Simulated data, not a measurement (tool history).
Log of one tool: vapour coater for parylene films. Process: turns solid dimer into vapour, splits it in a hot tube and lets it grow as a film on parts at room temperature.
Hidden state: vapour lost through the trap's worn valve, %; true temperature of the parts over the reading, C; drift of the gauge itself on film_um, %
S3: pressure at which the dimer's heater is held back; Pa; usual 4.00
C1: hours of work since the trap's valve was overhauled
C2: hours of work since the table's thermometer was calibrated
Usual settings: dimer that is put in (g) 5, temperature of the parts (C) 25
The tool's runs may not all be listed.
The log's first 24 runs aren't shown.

run 25 hour=295.0 | dimer_that_is_put_in_(g)=3 temperature_of_the_parts_(C)=31 S3=10.25 | C1=473 C2=291 | thickness_of_the_film_(nm)=1130
run 26 hour=305.7 | dimer_that_is_put_in_(g)=6 temperature_of_the_parts_(C)=20 S3=6.41 | C1=479 C2=297 | thickness_of_the_film_(nm)=3670
run 27 hour=316.0 | dimer_that_is_put_in_(g)=4 temperature_of_the_parts_(C)=20 S3=7.83 | C1=484 C2=303 | thickness_of_the_film_(nm)=2430
run 28 hour=331.7 | dimer_that_is_put_in_(g)=4 temperature_of_the_parts_(C)=24 S3=2.49 | C1=493 C2=312 | thickness_of_the_film_(nm)=2270
run 29 hour=342.6 | dimer_that_is_put_in_(g)=4 temperature_of_the_parts_(C)=24 S3=2.49 | C1=500 C2=318 | thickness_of_the_film_(nm)=2320
run 30 hour=352.9 | dimer_that_is_put_in_(g)=5 temperature_of_the_parts_(C)=35 S3=4.00 | C1=505 C2=324 | thickness_of_the_film_(nm)=1760
run 31 hour=367.3 | dimer_that_is_put_in_(g)=2 temperature_of_the_parts_(C)=28 S3=2.51 | C1=514 C2=332 | thickness_of_the_film_(nm)=990
run 32 hour=383.3 | dimer_that_is_put_in_(g)=4 temperature_of_the_parts_(C)=25 S3=2.12 | C1=523 C2=341 | thickness_of_the_film_(nm)=2250
run 33 hour=397.4 | dimer_that_is_put_in_(g)=5 temperature_of_the_parts_(C)=30 S3=2.21 | C1=531 C2=349 | thickness_of_the_film_(nm)=2320
run 34 hour=412.2 | dimer_that_is_put_in_(g)=4 temperature_of_the_parts_(C)=24 S3=5.15 | C1=539 C2=358 | thickness_of_the_film_(nm)=2120
run 35 hour=425.7 | dimer_that_is_put_in_(g)=3 temperature_of_the_parts_(C)=25 S3=4.00 | C1=547 C2=365 | thickness_of_the_film_(nm)=1560
run 36 hour=438.4 | dimer_that_is_put_in_(g)=3 temperature_of_the_parts_(C)=25 S3=4.00 | C1=554 C2=373 | thickness_of_the_film_(nm)=1560
run 37 hour=447.0 | dimer_that_is_put_in_(g)=3 temperature_of_the_parts_(C)=22 S3=4.00 | C1=559 C2=377 | thickness_of_the_film_(nm)=1770
run 38 hour=457.9 | dimer_that_is_put_in_(g)=8 temperature_of_the_parts_(C)=25 S3=8.19 | C1=565 C2=384 | thickness_of_the_film_(nm)=3840
run 39 hour=469.2 | dimer_that_is_put_in_(g)=8 temperature_of_the_parts_(C)=25 S3=8.19 | C1=571 C2=390 | thickness_of_the_film_(nm)=3920
run 40 hour=480.8 | dimer_that_is_put_in_(g)=8 temperature_of_the_parts_(C)=25 S3=8.19 | C1=578 C2=397 | thickness_of_the_film_(nm)=3890
run 41 hour=497.6 | dimer_that_is_put_in_(g)=7 temperature_of_the_parts_(C)=32 S3=2.97 | C1=587 C2=406 | thickness_of_the_film_(nm)=2890
run 42 hour=509.4 | dimer_that_is_put_in_(g)=7 temperature_of_the_parts_(C)=32 S3=2.97 | C1=594 C2=413 | thickness_of_the_film_(nm)=2870
run 43 hour=521.5 | dimer_that_is_put_in_(g)=7 temperature_of_the_parts_(C)=32 S3=2.97 | C1=601 C2=420 | thickness_of_the_film_(nm)=2910
run 44 hour=535.4 | dimer_that_is_put_in_(g)=6 temperature_of_the_parts_(C)=32 S3=7.86 | C1=609 C2=427 | thickness_of_the_film_(nm)=2270

Forecast each of these 4 alternatives for the next run:
run A hour=548.4 | dimer_that_is_put_in_(g)=6 temperature_of_the_parts_(C)=32 S3=2.83 | C1=616 C2=435 | thickness_of_the_film_(nm)=?
run B hour=548.4 | dimer_that_is_put_in_(g)=7 temperature_of_the_parts_(C)=32 S3=4.77 | C1=616 C2=435 | thickness_of_the_film_(nm)=?
run C hour=548.4 | dimer_that_is_put_in_(g)=7 temperature_of_the_parts_(C)=17 S3=7.86 | C1=616 C2=435 | thickness_of_the_film_(nm)=?
run D hour=548.4 | dimer_that_is_put_in_(g)=9 temperature_of_the_parts_(C)=22 S3=5.35 | C1=616 C2=435 | thickness_of_the_film_(nm)=?

run=A thickness_of_the_film_(nm)=2500
run=B thickness_of_the_film_(nm)=2760
run=C thickness_of_the_film_(nm)=4680
run=D thickness_of_the_film_(nm)=5210
Without the tool's hidden state the same runs would have given:
run=A thickness_of_the_film_(nm)=2510
run=B thickness_of_the_film_(nm)=2770
run=C thickness_of_the_film_(nm)=4700
run=D thickness_of_the_film_(nm)=5230
